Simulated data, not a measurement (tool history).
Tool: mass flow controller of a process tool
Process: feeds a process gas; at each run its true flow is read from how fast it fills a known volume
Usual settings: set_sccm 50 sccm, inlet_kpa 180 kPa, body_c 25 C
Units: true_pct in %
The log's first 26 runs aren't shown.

run    hour  set_sccm  inlet_kpa  body_c  hours of work since the controller was set to zero  hours of work since the controller was changed  true_pct
 27  2340.2        10        195      25                                                1657                                            1657     94.82
 28  2402.1        34        195      25                                                1679                                            1679     98.71
 29  2472.9        34        195      25                                                1704                                            1704     98.66
 30  2541.0        31        186      40                                                1727                                            1727     97.69
 31  2603.9        37        270      20                                                1749                                            1749     98.63
 32  2667.1        37        270      20                                                1772                                            1772     98.75
 33  2722.5        50        180      23                                                1791                                            1791     99.62
 34  2806.4        50        180      25                                                1820                                            1820     99.38
 35  2920.8        45        214      25                                                1860                                            1860     99.19
 36  2986.6        19        211      25                                                1883                                            1883     96.86
 37  3066.0        18        184      39                                                1911                                            1911     96.06
 38  3152.7        50        224      31                                                1941                                            1941     99.05

Forecast run 39:
 39  3253.4        28        180      25                                                1977                                            1977         ?

Run 39 gave true_pct 98.38 %.
Without the tool's hidden state the same run would have given true_pct 99.13 %.
